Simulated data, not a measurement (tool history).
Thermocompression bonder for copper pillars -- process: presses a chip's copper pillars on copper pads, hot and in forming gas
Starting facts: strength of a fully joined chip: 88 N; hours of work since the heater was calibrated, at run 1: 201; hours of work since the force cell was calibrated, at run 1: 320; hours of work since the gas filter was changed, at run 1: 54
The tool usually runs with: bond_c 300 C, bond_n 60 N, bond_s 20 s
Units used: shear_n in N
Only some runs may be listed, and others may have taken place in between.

| run | day | bond_c | bond_n | bond_s | hours of work since the heater was calibrated | hours of work since the force cell was calibrated | hours of work since the gas filter was changed | shear_n |
|---|---|---|---|---|---|---|---|---|
| 1 | 0.000 | 300 | 60 | 20 | 201 | 320 | 54 | 35.8 |
| 2 | 1.071 | 300 | 60 | 29 | 215 | 335 | 68 | 40.9 |
| 3 | 1.900 | 300 | 55 | 29 | 226 | 345 | 79 | 37.1 |
| 4 | 3.075 | 300 | 55 | 20 | 241 | 361 | 94 | 32.0 |
| 5 | 4.188 | 300 | 60 | 20 | 256 | 375 | 109 | 35.2 |
| 6 | 5.608 | 300 | 60 | 20 | 274 | 394 | 127 | 35.1 |
| 7 | 6.525 | 300 | 60 | 20 | 286 | 406 | 139 | 35.2 |
| 8 | 8.171 | 300 | 60 | 20 | 308 | 427 | 161 | 35.7 |
| 9 | 8.883 | 300 | 60 | 20 | 317 | 437 | 170 | 35.2 |
| 10 | 9.621 | 300 | 60 | 20 | 327 | 446 | 180 | 36.0 |
| 11 | 11.233 | 300 | 60 | 20 | 348 | 468 | 201 | 35.8 |
| 12 | 12.800 | 300 | 60 | 44 | 368 | 488 | 222 | 46.7 |
| 13 | 13.875 | 300 | 60 | 20 | 382 | 502 | 236 | 35.7 |
| 14 | 15.038 | 300 | 60 | 20 | 398 | 517 | 251 | 35.6 |
|  | 15.967 | forming gas filter changed |
| 15 | 16.658 | 300 | 60 | 20 | 419 | 538 | 9 | 35.3 |
| 16 | 17.967 | 300 | 60 | 20 | 436 | 556 | 26 | 35.0 |
| 17 | 18.708 | 300 | 60 | 20 | 445 | 565 | 36 | 37.0 |
| 18 | 19.725 | 300 | 60 | 20 | 459 | 579 | 49 | 36.2 |
| 19 | 20.458 | 300 | 60 | 20 | 468 | 588 | 59 | 35.7 |
| 20 | 21.558 | 300 | 60 | 20 | 483 | 603 | 73 | 35.4 |
| 21 | 22.900 | 275 | 70 | 26 | 500 | 620 | 91 | 35.3 |
| 22 | 24.617 | 294 | 49 | 51 | 523 | 643 | 113 | 37.2 |
| 23 | 26.121 | 294 | 49 | 51 | 543 | 662 | 133 | 38.1 |
| 24 | 26.850 | 294 | 49 | 51 | 552 | 672 | 143 | 37.8 |
| 25 | 27.975 | 294 | 49 | 51 | 567 | 687 | 157 | 38.2 |
| 26 | 29.204 | 316 | 81 | 51 | 583 | 703 | 173 | 69.5 |
| 27 | 30.392 | 316 | 81 | 51 | 599 | 718 | 189 | 69.7 |
| 28 | 31.367 | 316 | 81 | 51 | 611 | 731 | 202 | 70.0 |
| 29 | 32.242 | 273 | 81 | 51 | 623 | 743 | 213 | 50.2 |
| 30 | 32.938 | 308 | 61 | 56 | 632 | 752 | 222 | 55.5 |
| 31 | 33.721 | 301 | 65 | 17 | 642 | 762 | 233 | 37.5 |
| 32 | 34.808 | 271 | 63 | 27 | 656 | 776 | 247 | 30.5 |
| 33 | 35.942 | 272 | 74 | 20 | 671 | 791 | 262 | 32.5 |
|  | 36.108 | forming gas filter changed |
|  | 37.021 | force cell calibrated |
| 34 | 37.658 | 297 | 60 | 26 | 693 | 8 | 19 | 38.1 |
| 35 | 38.671 | 300 | 61 | 27 | 706 | 22 | 33 | 41.2 |
| 36 | 40.296 | 300 | 60 | 13 | 727 | 43 | 54 | 29.3 |
| 37 | 41.083 | 300 | 60 | 13 | 738 | 53 | 64 | 30.3 |
| 38 | 42.708 | 300 | 60 | 13 | 759 | 75 | 86 | 29.5 |
| 39 | 44.000 | 277 | 39 | 20 | 776 | 91 | 103 | 15.7 |

Hidden condition of the tool, last listed run before each entry between runs versus first listed run after:
After run 14, before run 15: forming gas filter changed (day 15.967)
  oxide that the forming gas leaves, % of the face: 1.28 -> 0.54
After run 33, before run 34: forming gas filter changed (day 36.108); force cell calibrated (day 37.021)
  true temperature of the bond over the reading, C: 0.5 -> 0.6; force that reaches the chip, % of what is set: 100.4 -> 100; oxide that the forming gas leaves, % of the face: 1.33 -> 0.57
